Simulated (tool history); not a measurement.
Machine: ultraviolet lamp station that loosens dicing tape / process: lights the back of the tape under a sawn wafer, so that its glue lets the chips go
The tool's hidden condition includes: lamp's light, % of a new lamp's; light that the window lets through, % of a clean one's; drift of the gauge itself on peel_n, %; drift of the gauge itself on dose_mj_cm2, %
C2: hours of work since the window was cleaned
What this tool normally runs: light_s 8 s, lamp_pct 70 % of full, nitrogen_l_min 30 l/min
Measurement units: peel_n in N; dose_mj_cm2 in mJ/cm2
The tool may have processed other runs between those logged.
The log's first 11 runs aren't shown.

{"run": 12, "hour": 406.6, "light_s": 8, "lamp_pct": 70, "nitrogen_l_min": 30, "hours of work of the lamp": 690, "C2": 71, "peel_n": 1.576, "dose_mj_cm2": 298}
{"run": 13, "hour": 445.3, "light_s": 8, "lamp_pct": 70, "nitrogen_l_min": 30, "hours of work of the lamp": 717, "C2": 98, "peel_n": 1.621, "dose_mj_cm2": 279}
{"run": 14, "hour": 481.1, "light_s": 8, "lamp_pct": 70, "nitrogen_l_min": 30, "hours of work of the lamp": 741, "C2": 123, "peel_n": 1.733, "dose_mj_cm2": 280}
{"run": 15, "hour": 535.8, "light_s": 8, "lamp_pct": 70, "nitrogen_l_min": 30, "hours of work of the lamp": 779, "C2": 160, "peel_n": 1.727, "dose_mj_cm2": 273}
{"run": 16, "hour": 574.2, "light_s": 4, "lamp_pct": 70, "nitrogen_l_min": 30, "hours of work of the lamp": 805, "C2": 187, "peel_n": 3.833, "dose_mj_cm2": 133}
{"run": 17, "hour": 598.2, "light_s": 4, "lamp_pct": 70, "nitrogen_l_min": 30, "hours of work of the lamp": 822, "C2": 203, "peel_n": 3.991, "dose_mj_cm2": 131}
{"run": 18, "hour": 648.4, "light_s": 8, "lamp_pct": 70, "nitrogen_l_min": 30, "hours of work of the lamp": 857, "C2": 238, "peel_n": 1.959, "dose_mj_cm2": 250}
{"run": 19, "hour": 681.0, "light_s": 8, "lamp_pct": 70, "nitrogen_l_min": 30, "hours of work of the lamp": 879, "C2": 260, "peel_n": 2.013, "dose_mj_cm2": 247}
{"run": 20, "hour": 729.7, "light_s": 8, "lamp_pct": 70, "nitrogen_l_min": 30, "hours of work of the lamp": 912, "C2": 294, "peel_n": 2.056, "dose_mj_cm2": 239}
{"hour": 754.4, "done": "lamp changed"}
{"run": 21, "hour": 756.8, "light_s": 7, "lamp_pct": 87, "nitrogen_l_min": 30, "hours of work of the lamp": 2, "C2": 312, "peel_n": 1.101, "dose_mj_cm2": 368}
{"run": 22, "hour": 787.5, "light_s": 7, "lamp_pct": 87, "nitrogen_l_min": 16, "hours of work of the lamp": 23, "C2": 333, "peel_n": 1.381, "dose_mj_cm2": 368}
{"hour": 821.7, "done": "window cleaned of glue's vapour"}
{"run": 23, "hour": 832.0, "light_s": 7, "lamp_pct": 90, "nitrogen_l_min": 19, "hours of work of the lamp": 53, "C2": 7, "peel_n": 0.969, "dose_mj_cm2": 426}
{"run": 24, "hour": 879.0, "light_s": 7, "lamp_pct": 90, "nitrogen_l_min": 19, "hours of work of the lamp": 85, "C2": 39, "peel_n": 1.036, "dose_mj_cm2": 418}
{"run": 25, "hour": 930.9, "light_s": 7, "lamp_pct": 90, "nitrogen_l_min": 19, "hours of work of the lamp": 121, "C2": 75, "peel_n": 1.056, "dose_mj_cm2": 403}
{"run": 26, "hour": 961.6, "light_s": 5, "lamp_pct": 88, "nitrogen_l_min": 27, "hours of work of the lamp": 142, "C2": 96, "peel_n": 1.792, "dose_mj_cm2": 277}
{"run": 27, "hour": 1013.2, "light_s": 9, "lamp_pct": 87, "nitrogen_l_min": 13, "hours of work of the lamp": 178, "C2": 132, "peel_n": 0.912, "dose_mj_cm2": 478}
{"run": 28, "hour": 1046.7, "light_s": 9, "lamp_pct": 87, "nitrogen_l_min": 13, "hours of work of the lamp": 201, "C2": 155, "peel_n": 0.939, "dose_mj_cm2": 475}

Forecast run 29:
{"run": 29, "hour": 1092.8, "light_s": 9, "lamp_pct": 87, "nitrogen_l_min": 13, "hours of work of the lamp": 233, "C2": 187, "peel_n": "?", "dose_mj_cm2": "?"}

Run 29 came out at peel_n 1.019 N, dose_mj_cm2 464 mJ/cm2.
Had the tool carried no hidden state, the very same run would have given peel_n 0.738 N, dose_mj_cm2 554 mJ/cm2.

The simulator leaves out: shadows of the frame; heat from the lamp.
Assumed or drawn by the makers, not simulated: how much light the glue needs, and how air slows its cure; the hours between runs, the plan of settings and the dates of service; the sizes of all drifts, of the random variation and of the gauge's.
